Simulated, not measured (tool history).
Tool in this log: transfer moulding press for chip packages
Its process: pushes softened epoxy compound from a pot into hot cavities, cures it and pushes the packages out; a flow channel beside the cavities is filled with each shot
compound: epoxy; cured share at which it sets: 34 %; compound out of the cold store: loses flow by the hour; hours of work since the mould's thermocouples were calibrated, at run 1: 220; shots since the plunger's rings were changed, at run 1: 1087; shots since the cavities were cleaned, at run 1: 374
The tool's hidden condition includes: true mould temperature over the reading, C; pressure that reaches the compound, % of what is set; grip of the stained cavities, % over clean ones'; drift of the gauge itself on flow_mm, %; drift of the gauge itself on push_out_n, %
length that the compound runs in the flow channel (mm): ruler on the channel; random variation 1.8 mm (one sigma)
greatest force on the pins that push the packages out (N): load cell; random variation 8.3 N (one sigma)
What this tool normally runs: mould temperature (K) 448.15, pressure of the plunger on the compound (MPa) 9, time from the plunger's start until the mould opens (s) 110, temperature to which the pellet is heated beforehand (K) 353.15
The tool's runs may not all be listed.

run,hour,mould temperature (K),pressure of the plunger on the compound (MPa),time from the plunger's start until the mould opens (s),temperature to which the pellet is heated beforehand (K),hours of work since the mould's thermocouples were calibrated,shots since the plunger's rings were changed,shots since the cavities were cleaned,incoming compound's hours out of the cold store,length that the compound runs in the flow channel (mm),greatest force on the pins that push the packages out (N)
1,0,448.15,9,110,353.15,220,1087,374,16.7,718,595
2,9.6,448.15,8.1,110,353.15,225,1167,454,11.8,693,661
# hour 13.7: cavities cleaned with cleaning compound and waxed
3,21.4,448.15,9,110,353.15,231,1252,63,23,699,397
4,40.2,442.15,9,110,353.15,241,1409,220,37.9,680,714
5,48.6,448.15,9,110,343.15,245,1478,289,15,718,591
6,66.3,448.15,9,110,343.15,255,1625,436,32.3,677,611
# hour 73.7: cavities cleaned with cleaning compound and waxed
7,77.5,448.15,9,110,348.15,260,1705,31,15.4,718,403
8,87.5,448.15,9,110,348.15,265,1789,115,26.6,686,439
9,96.7,448.15,9,110,348.15,270,1864,190,28.1,683,503
10,105.1,448.15,9,110,348.15,274,1934,260,23.1,695,543
11,115.4,448.15,9,110,348.15,280,2020,346,22.9,696,601
12,123.4,448.15,9,110,348.15,284,2086,412,24.3,690,626
# hour 133.1: cavities cleaned with cleaning compound and waxed
13,143.1,448.15,9,122,353.15,294,2237,83,19.2,701,365
14,152.9,448.15,9,122,353.15,299,2319,165,29.3,677,411
15,170.1,448.15,9,122,353.15,308,2461,307,35.5,662,483
16,185.9,448.15,9,93,353.15,316,2592,438,17.3,703,972
# hour 192.1: cavities cleaned with cleaning compound and waxed
17,199.5,448.15,9,93,353.15,323,2692,61,30.4,672,583
18,210.6,446.15,10.3,110,345.15,328,2784,153,35.3,710,520
# hour 221.8: mould's thermocouples calibrated
19,229.9,446.15,10.3,110,345.15,4,2928,297,22.7,743,652
20,240.3,446.15,10.3,110,345.15,10,3014,383,38.1,705,647
21,251.2,446.15,10.3,110,345.15,16,3105,474,18.8,752,753
# hour 254.4: cavities cleaned with cleaning compound and waxed
# hour 268: mould's thermocouples calibrated, once more
22,273.5,449.15,10.93,110,344.15,3,3261,142,31.2,730,444
23,292,443.15,6.99,100,343.15,13,3414,295,36.5,591,939
24,302.6,443.15,6.99,100,350.15,18,3502,383,42.7,572,985
# hour 315.9: cavities cleaned with cleaning compound and waxed
25,319.3,443.15,10.11,105,352.15,26,3628,28,20.1,748,596
# hour 335.2: plunger's sealing rings changed
26,339.6,448.15,7.17,110,348.15,36,37,176,32.5,613,507
27,355.2,448.15,9.82,110,356.15,44,166,305,29,721,535

What if the next run were any one of these 4? Each begins from the tool's condition after run 27:
A,369.5,447.15,9,95,353.15,52,284,423,29.9,?,?
B,369.5,452.15,10.62,110,356.15,52,284,423,19,?,?
C,369.5,448.15,9,117,356.15,52,284,423,16.8,?,?
D,369.5,442.15,9.73,110,351.15,52,284,423,8.3,?,?

run,length that the compound runs in the flow channel (mm),greatest force on the pins that push the packages out (N)
A,694,890
B,764,514
C,718,558
D,789,974
What these runs would have given with no unlogged condition in the tool:
run,length that the compound runs in the flow channel (mm),greatest force on the pins that push the packages out (N)
A,697,504
B,768,291
C,722,315
D,794,554

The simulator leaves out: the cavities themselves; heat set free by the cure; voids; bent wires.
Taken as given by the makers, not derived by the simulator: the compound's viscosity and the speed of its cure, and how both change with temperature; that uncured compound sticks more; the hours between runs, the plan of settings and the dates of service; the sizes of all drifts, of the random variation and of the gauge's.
